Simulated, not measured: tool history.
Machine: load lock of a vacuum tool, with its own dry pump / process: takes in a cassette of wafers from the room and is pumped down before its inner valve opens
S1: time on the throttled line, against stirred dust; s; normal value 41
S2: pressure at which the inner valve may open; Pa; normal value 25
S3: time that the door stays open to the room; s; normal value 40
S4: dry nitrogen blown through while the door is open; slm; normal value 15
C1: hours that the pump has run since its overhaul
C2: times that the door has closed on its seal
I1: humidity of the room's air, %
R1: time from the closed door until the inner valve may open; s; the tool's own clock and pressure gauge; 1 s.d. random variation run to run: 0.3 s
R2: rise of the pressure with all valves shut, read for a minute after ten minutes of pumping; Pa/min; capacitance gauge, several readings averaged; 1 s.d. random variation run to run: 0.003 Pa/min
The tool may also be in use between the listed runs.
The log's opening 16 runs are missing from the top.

run    hour  S1  S2   S3  S4     C1     C2    I1    R1     R2
 17  4013.5  21  25  156  15  17589  14838  45.8  46.2  0.098
 18  4318.8  41  25   40  11  17895  15304    44  62.2  0.085
 19  4508.7  41  25   40  11  18085  15594  47.5  62.1  0.094
 20  4810.3  55  25   87  15  18386  16054  44.7  73.8  0.099
 21  5073.9  44  25   50  15  18650  16457  43.2  64.3  0.089
 22  5398.8  44  25   50  15  18975  16953  48.1  64.8  0.094
 23  5664.6  56  48   40  15  19240  17359    44  72.2  0.095
     5777.9  -- dry pump taken out, an overhauled one fitted
 24    5916  30  25  233  15    138  17734  44.7  50.2  0.115
 25  6269.9  30  25  233  15    492  18274    46  50.4  0.128
 26  6529.2  47  27   40  15    751  18670  46.3  64.1    0.1
 27  6702.1  47  22   33  15    924  18934    43  64.8  0.097
 28  6934.8  47  22   33  15   1157  19290  43.4  64.9  0.103
 29  7142.9  35  46  134   5   1365  19607  44.7  52.7  0.137
 30  7308.6  59  46  134   5   1531  19860  46.8  72.2  0.149
 31    7663  29  48   46   5   1885  20402  48.9  47.7   0.13
 32  7929.4  46  25   52   5   2151  20808  42.6  63.9  0.128
 33    8156  74  25   42  15   2378  21154  45.4  86.8  0.115
 34  8400.4  74  25   42  15   2622  21528  43.9  86.6  0.118
 35  8559.4  74  25   42  15   2782  21770  46.7  86.8   0.12
 36  8802.9  74  25   42  15   3025  22142  45.4  86.5  0.119
 37  9060.2  74  25   42  15   3282  22535  43.8  86.6  0.117

Consider 4 possible next runs. They are alternatives, not a sequence: every one starts from the tool as it was left by run 37. What does each give?
  A  9263.1  41  25  40  44  3485  22845  48.9   ?   ?
  B  9263.1  74  20  42  15  3485  22845  45.4   ?   ?
  C  9263.1  66  49  40  15  3485  22845  46.7   ?   ?
  D  9263.1  26  39  42  15  3485  22845  44.1   ?   ?

run    R1     R2
  A  59.6  0.101
  B  87.8  0.116
  C  78.2  0.122
  D    46  0.117
The same runs, with their run-to-run variation unchanged, on a tool lacking any hidden condition would have given:
run    R1     R2
  A  59.4  0.021
  B  87.7  0.036
  C    78   0.04
  D  45.8  0.036

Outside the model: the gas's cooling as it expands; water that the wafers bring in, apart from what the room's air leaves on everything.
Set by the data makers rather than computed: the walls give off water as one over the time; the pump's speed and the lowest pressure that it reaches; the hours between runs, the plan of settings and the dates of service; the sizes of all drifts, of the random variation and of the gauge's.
